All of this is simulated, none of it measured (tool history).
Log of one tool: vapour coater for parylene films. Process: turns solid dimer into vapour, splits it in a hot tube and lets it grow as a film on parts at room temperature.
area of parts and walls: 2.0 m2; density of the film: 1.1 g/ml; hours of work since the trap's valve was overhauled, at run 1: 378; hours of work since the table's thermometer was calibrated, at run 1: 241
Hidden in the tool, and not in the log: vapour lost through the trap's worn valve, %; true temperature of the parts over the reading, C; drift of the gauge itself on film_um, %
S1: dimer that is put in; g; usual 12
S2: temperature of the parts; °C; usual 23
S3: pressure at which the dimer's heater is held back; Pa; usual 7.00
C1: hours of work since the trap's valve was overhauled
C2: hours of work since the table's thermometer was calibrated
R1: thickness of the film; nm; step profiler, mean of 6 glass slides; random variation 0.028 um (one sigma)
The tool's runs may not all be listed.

run    hour  S1  S2     S3   C1    C2    R1
  1     0.0  12  23   7.00  378   241  2070
  2    40.3  12  23   7.00  412   276  2050
  3    93.8  12  23   7.00  458   321  2030
      125.4  -- trap's valve overhauled
  4   149.9  12  23   7.37   21   366  1820
  5   209.5  12  23   7.00   72   417  1800
  6   245.0  12  23   7.00  102   447  1820
  7   291.1  12  23   7.00  141   486  1760
  8   315.6  12  23   7.00  162   507  1700
  9   355.2  12  18   7.00  196   541  1940
 10   411.3  12  23   7.00  244   589  1700
      436.5  -- trap's valve overhauled, once more
 11   453.1  12  23   7.00   14   621  2430
 12   510.9  12  23   7.00   63   670  2340
 13   564.2  12  23   7.00  109   716  2340
 14   591.3  12  23   7.00  132   739  2300
 15   648.4  12  23   7.00  181   788  2240
 16   689.0  12  23   7.00  215   822  2270
 17   736.8  12  18   2.03  256   863  3070
 18   774.6  12  18   2.03  288   895  3050
 19   812.2  21  19   2.83  321   928  4910
 20   855.6   5  16  10.85  358   965  1020
 21   892.9   5  25   7.00  389   996   820
 22   929.0   5  25   7.00  420  1027   810
 23   981.0   5  25   7.00  465  1072   790
     1001.6  -- trap's valve overhauled
 24  1009.6   5  25   7.00    7  1093   910
 25  1043.8   6  15   7.00   36  1122  1420
 26  1082.9  15  30   2.81   69  1155  2840
 27  1133.4  15  30   2.81  112  1198  2800
 28  1192.6  15  30   2.81  163  1249  2800
 29  1224.2  15  20   8.49  190  1276  2840
 30  1251.6  17  23   5.55  213  1299  3280

4 ways to go on from here, each from the tool as it stands after run 30. What would each give?
  A  1284.1  17  23  5.72  241  1327   ?
  B  1284.1  17  23  4.32  241  1327   ?
  C  1284.1  12  16  7.00  241  1327   ?
  D  1284.1  17  23  2.08  241  1327   ?

run    R1
  A  3260
  B  3390
  C  2590
  D  3850
Without the tool's hidden state the same runs would have given:
run    R1
  A  3630
  B  3780
  C  2900
  D  4300

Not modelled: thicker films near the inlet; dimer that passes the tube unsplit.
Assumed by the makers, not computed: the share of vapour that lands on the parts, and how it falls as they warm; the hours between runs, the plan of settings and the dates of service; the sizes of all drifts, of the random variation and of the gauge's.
